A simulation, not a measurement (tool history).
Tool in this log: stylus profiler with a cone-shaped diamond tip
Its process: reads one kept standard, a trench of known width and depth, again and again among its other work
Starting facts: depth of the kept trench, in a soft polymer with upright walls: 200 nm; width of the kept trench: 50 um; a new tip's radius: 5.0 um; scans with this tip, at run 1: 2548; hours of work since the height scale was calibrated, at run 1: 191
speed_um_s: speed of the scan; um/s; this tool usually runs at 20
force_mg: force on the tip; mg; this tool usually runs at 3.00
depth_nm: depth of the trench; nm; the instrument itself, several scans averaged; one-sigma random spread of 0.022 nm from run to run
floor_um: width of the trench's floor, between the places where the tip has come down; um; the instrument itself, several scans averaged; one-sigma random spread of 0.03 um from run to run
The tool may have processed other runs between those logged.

| run | hour | speed_um_s | force_mg | scans with this tip | hours of work since the height scale was calibrated | depth_nm | floor_um |
|---|---|---|---|---|---|---|---|
| 1 | 0.0 | 20 | 3.00 | 2548 | 191 | 203.48 | 46.97 |
| 2 | 15.6 | 20 | 3.00 | 2671 | 201 | 203.48 | 46.97 |
| 3 | 22.7 | 20 | 3.00 | 2726 | 205 | 203.50 | 46.94 |
| 4 | 31.2 | 52 | 3.00 | 2793 | 210 | 203.53 | 46.83 |
| 5 | 44.3 | 20 | 2.86 | 2896 | 218 | 203.43 | 46.98 |
| 6 | 53.5 | 20 | 2.86 | 2968 | 223 | 203.35 | 46.88 |
| 7 | 63.5 | 20 | 3.00 | 3047 | 229 | 203.50 | 46.92 |
| 8 | 70.4 | 62 | 3.00 | 3101 | 233 | 203.48 | 46.77 |

What will run 9 give?
| 9 | 78.3 | 34 | 4.60 | 3163 | 238 | ? | ? |

{"run 9": {"depth_nm": 204.6, "floor_um": 46.82}}
With no hidden state in the tool, this same run would have given depth_nm 204.46 nm, floor_um 47.06 um.
